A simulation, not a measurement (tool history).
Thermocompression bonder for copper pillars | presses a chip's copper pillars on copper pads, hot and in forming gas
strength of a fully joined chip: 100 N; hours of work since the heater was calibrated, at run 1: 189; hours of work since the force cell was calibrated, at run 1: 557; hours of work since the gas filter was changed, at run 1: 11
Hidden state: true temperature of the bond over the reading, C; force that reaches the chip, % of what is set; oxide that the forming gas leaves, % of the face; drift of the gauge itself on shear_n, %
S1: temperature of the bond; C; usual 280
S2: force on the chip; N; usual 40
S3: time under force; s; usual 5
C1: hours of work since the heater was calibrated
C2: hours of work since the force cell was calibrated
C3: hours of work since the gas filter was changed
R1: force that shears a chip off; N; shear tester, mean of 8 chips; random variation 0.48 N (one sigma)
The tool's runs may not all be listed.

| run | day | S1 | S2 | S3 | C1 | C2 | C3 | R1 |
|---|---|---|---|---|---|---|---|---|
| 1 | 0.000 | 280 | 40 | 5 | 189 | 557 | 11 | 40.9 |
| 2 | 1.058 | 280 | 40 | 5 | 199 | 568 | 22 | 40.8 |
| 3 | 2.638 | 280 | 40 | 5 | 215 | 584 | 37 | 41.3 |
| 4 | 3.425 | 280 | 40 | 5 | 223 | 591 | 45 | 40.7 |
| 5 | 4.800 | 280 | 50 | 5 | 236 | 605 | 59 | 47.3 |
| 6 | 5.821 | 280 | 26 | 5 | 246 | 615 | 69 | 29.8 |
| 7 | 7.196 | 280 | 26 | 5 | 260 | 629 | 82 | 30.2 |
| 8 | 8.288 | 280 | 26 | 5 | 271 | 640 | 93 | 29.2 |
| 9 | 9.146 | 280 | 26 | 5 | 279 | 648 | 102 | 29.7 |
| 10 | 9.867 | 280 | 26 | 5 | 287 | 655 | 109 | 29.6 |
| 11 | 11.288 | 280 | 26 | 5 | 301 | 669 | 123 | 29.6 |
| 12 | 12.154 | 280 | 26 | 5 | 309 | 678 | 132 | 30.2 |
| 13 | 12.900 | 280 | 40 | 5 | 317 | 685 | 139 | 40.5 |
| 14 | 14.142 | 280 | 40 | 5 | 329 | 698 | 151 | 39.9 |
| 15 | 15.200 | 269 | 40 | 5 | 339 | 708 | 162 | 34.6 |
| 16 | 16.325 | 280 | 40 | 5 | 351 | 719 | 173 | 39.8 |
| 17 | 17.196 | 280 | 40 | 5 | 359 | 728 | 182 | 39.4 |
| 18 | 18.017 | 274 | 40 | 5 | 367 | 736 | 190 | 38.0 |
| 19 | 19.467 | 280 | 40 | 5 | 382 | 751 | 204 | 38.8 |
| 20 | 20.829 | 280 | 40 | 5 | 395 | 764 | 218 | 39.7 |
| 21 | 21.658 | 289 | 44 | 11 | 404 | 772 | 226 | 59.7 |
| 22 | 22.912 | 289 | 44 | 11 | 416 | 785 | 239 | 58.9 |
|  | 23.112 | heater calibrated with a thermocouple chip |
| 23 | 23.650 | 280 | 38 | 10 | 5 | 791 | 245 | 49.9 |
| 24 | 25.225 | 280 | 38 | 10 | 21 | 807 | 261 | 49.3 |
|  | 26.654 | heater calibrated with a thermocouple chip, once more |
| 25 | 26.900 | 280 | 28 | 6 | 2 | 823 | 276 | 30.1 |
| 26 | 28.267 | 280 | 28 | 6 | 16 | 836 | 290 | 29.5 |
| 27 | 29.158 | 280 | 28 | 6 | 25 | 845 | 299 | 29.9 |
|  | 30.225 | forming gas filter changed |
| 28 | 30.508 | 280 | 30 | 5 | 38 | 858 | 3 | 33.1 |
| 29 | 31.558 | 283 | 38 | 3 | 48 | 869 | 13 | 33.5 |
| 30 | 32.725 | 289 | 53 | 7 | 60 | 880 | 25 | 60.3 |
| 31 | 34.021 | 277 | 53 | 3 | 73 | 893 | 38 | 38.5 |
| 32 | 35.517 | 277 | 53 | 3 | 88 | 908 | 53 | 38.1 |
| 33 | 36.738 | 284 | 53 | 3 | 100 | 920 | 65 | 41.6 |
| 34 | 37.792 | 284 | 53 | 3 | 110 | 931 | 75 | 42.3 |
| 35 | 38.821 | 284 | 53 | 3 | 121 | 941 | 85 | 42.0 |
| 36 | 40.350 | 254 | 40 | 6 | 136 | 956 | 101 | 29.5 |
| 37 | 41.650 | 254 | 33 | 7 | 149 | 969 | 113 | 26.5 |
| 38 | 43.017 | 268 | 36 | 12 | 162 | 983 | 127 | 44.3 |
| 39 | 44.442 | 250 | 32 | 13 | 176 | 997 | 141 | 32.6 |

5 ways to go on from here, each from the tool as it stands after run 39. What would each give?
| A | 45.904 | 280 | 44 | 9 | 191 | 1011 | 156 | ? |
| B | 45.904 | 279 | 32 | 6 | 191 | 1011 | 156 | ? |
| C | 45.904 | 303 | 51 | 9 | 191 | 1011 | 156 | ? |
| D | 45.904 | 270 | 36 | 11 | 191 | 1011 | 156 | ? |
| E | 45.904 | 280 | 29 | 10 | 191 | 1011 | 156 | ? |

| run | R1 |
|---|---|
| A | 52.1 |
| B | 35.1 |
| C | 68.5 |
| D | 42.9 |
| E | 41.2 |
Without the tool's hidden state the same runs would have given:
| run | R1 |
|---|---|
| A | 52.8 |
| B | 35.2 |
| C | 70.3 |
| D | 43.1 |
| E | 41.5 |

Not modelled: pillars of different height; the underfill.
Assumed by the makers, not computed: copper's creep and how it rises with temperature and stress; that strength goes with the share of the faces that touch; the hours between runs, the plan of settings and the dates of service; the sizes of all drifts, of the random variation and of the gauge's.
